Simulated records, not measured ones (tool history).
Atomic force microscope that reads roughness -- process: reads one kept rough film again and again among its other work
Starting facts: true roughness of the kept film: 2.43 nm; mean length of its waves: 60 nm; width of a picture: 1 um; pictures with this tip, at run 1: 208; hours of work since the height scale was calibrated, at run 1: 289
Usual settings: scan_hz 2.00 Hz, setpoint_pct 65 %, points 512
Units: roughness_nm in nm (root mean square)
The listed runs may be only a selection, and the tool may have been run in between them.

run	day	scan_hz	setpoint_pct	points	pictures with this tip	hours of work since the height scale was calibrated	roughness_nm
1	0.000	2.00	65	512	208	289	2.206
2	0.379	2.00	65	512	230	296	2.223
3	0.704	2.00	65	512	250	302	2.219
4	1.054	2.00	63	512	271	309	2.232
5	1.300	2.00	63	512	285	314	2.242
6	1.633	2.00	63	512	305	320	2.237
# day 1.750: new tip fitted
7	2.104	2.00	62	512	21	328	2.248
8	2.454	2.00	62	512	42	335	2.242
9	2.692	2.00	65	512	56	339	2.227
10	2.908	2.00	65	512	69	343	2.218
11	3.158	2.00	65	512	84	348	2.212
12	3.612	2.00	89	512	111	357	1.885
13	3.900	2.00	89	512	128	362	1.872
14	4.121	2.64	65	512	142	366	2.182
15	4.388	2.48	84	326	157	371	1.887
16	4.708	0.78	59	271	177	377	2.331
17	5.004	2.99	65	312	194	383	2.139
18	5.221	0.70	86	714	207	387	2.207
19	5.421	0.70	86	714	219	391	2.207
20	5.858	1.40	65	512	245	399	2.280
21	6.062	1.40	65	512	258	403	2.272
22	6.396	0.56	76	949	277	409	2.296
23	6.817	0.56	76	949	303	417	2.294
# day 6.975: new tip fitted
24	7.071	2.10	61	388	6	421	2.250
25	7.417	1.50	65	512	26	428	2.260

3 options for the next run, each taken on its own from the tool as it stands now. Forecast them:
A	7.633	1.37	65	512	39	432	?
B	7.633	1.55	65	512	39	432	?
C	7.633	1.26	69	512	39	432	?

run	roughness_nm
A	2.275
B	2.254
C	2.245
Had the tool no hidden state, the same runs would have come out as:
run	roughness_nm
A	2.276
B	2.254
C	2.246

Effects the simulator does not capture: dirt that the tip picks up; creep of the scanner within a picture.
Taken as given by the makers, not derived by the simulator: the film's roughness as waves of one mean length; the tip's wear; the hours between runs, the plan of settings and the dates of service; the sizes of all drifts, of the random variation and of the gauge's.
